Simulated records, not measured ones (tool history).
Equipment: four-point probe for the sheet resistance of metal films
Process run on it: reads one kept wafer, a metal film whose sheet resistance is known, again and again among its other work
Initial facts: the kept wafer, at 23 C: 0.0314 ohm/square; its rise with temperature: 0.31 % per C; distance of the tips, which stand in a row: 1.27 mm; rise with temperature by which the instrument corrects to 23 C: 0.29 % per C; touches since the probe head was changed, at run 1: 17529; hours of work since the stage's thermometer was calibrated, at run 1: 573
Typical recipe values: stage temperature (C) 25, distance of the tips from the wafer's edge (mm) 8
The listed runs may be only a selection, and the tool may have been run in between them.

run	hour	stage temperature (C)	distance of the tips from the wafer's edge (mm)	touches since the probe head was changed	hours of work since the stage's thermometer was calibrated	sheet resistance as the instrument gives it (ohm/square)
1	0	25	8	17529	573	0.031837
2	36.8	25	8	17918	589	0.031834
3	64.6	25	8	18212	602	0.031845
4	125.7	25	35	18858	628	0.031431
5	172.2	25	35	19350	649	0.031442
6	205.5	25	35	19702	663	0.031439
7	232.4	25	59	19987	675	0.031444
8	275.7	25	59	20445	694	0.031434
9	322.8	23	8	20943	714	0.031831
10	385.9	25	8	21611	742	0.031845
11	447.2	25	8	22259	768	0.031859
12	479.6	25	8	22601	783	0.031841
13	528.1	25	8	23115	804	0.031851
14	568.1	25	8	23538	821	0.031853
15	618.5	27	8	24071	843	0.031871
16	681.5	27	8	24737	871	0.031882
17	709.2	27	8	25030	883	0.031873
18	738.8	27	15	25343	896	0.031582
19	794.1	25	8	25928	920	0.031863
20	825.2	25	8	26257	933	0.031861
21	852	34	6	26540	945	0.032258
22	908.6	26	5	27139	970	0.032506
23	962.6	25	12	27710	993	0.031639
24	998.6	29	38	28091	1009	0.031495
25	1058.5	23	38	28725	1035	0.031454
26	1093.7	23	38	29097	1051	0.031464
27	1135.7	28	4	29541	1069	0.033083
28	1170.4	19	61	29908	1084	0.031424
29	1226.9	33	5	30506	1109	0.032568
30	1281.7	27	8	31085	1133	0.031899
31	1314	25	20	31427	1147	0.031516
32	1370.1	25	17	32020	1171	0.03157
33	1406.8	29	4	32409	1187	0.033119
34	1459.5	18	6	32966	1210	0.032172
35	1496.1	18	6	33353	1226	0.032171
36	1539.3	18	6	33810	1245	0.032163
37	1578.6	34	10	34226	1262	0.031817
38	1623.4	34	10	34700	1282	0.031809
39	1665.3	28	22	35142	1300	0.031552
40	1706.6	20	29	35580	1318	0.031473

4 options for the next run, each taken on its own from the tool as it stands now. Forecast them:
A	1741.6	26	29	35950	1333	?
B	1741.6	26	8	35950	1333	?
C	1741.6	32	9	35950	1333	?
D	1741.6	25	5	35950	1333	?

run	sheet resistance as the instrument gives it (ohm/square)
A	0.031527
B	0.031902
C	0.031877
D	0.032536
Had the tool no hidden state, the same runs would have come out as:
run	sheet resistance as the instrument gives it (ohm/square)
A	0.03146
B	0.031834
C	0.031809
D	0.032467

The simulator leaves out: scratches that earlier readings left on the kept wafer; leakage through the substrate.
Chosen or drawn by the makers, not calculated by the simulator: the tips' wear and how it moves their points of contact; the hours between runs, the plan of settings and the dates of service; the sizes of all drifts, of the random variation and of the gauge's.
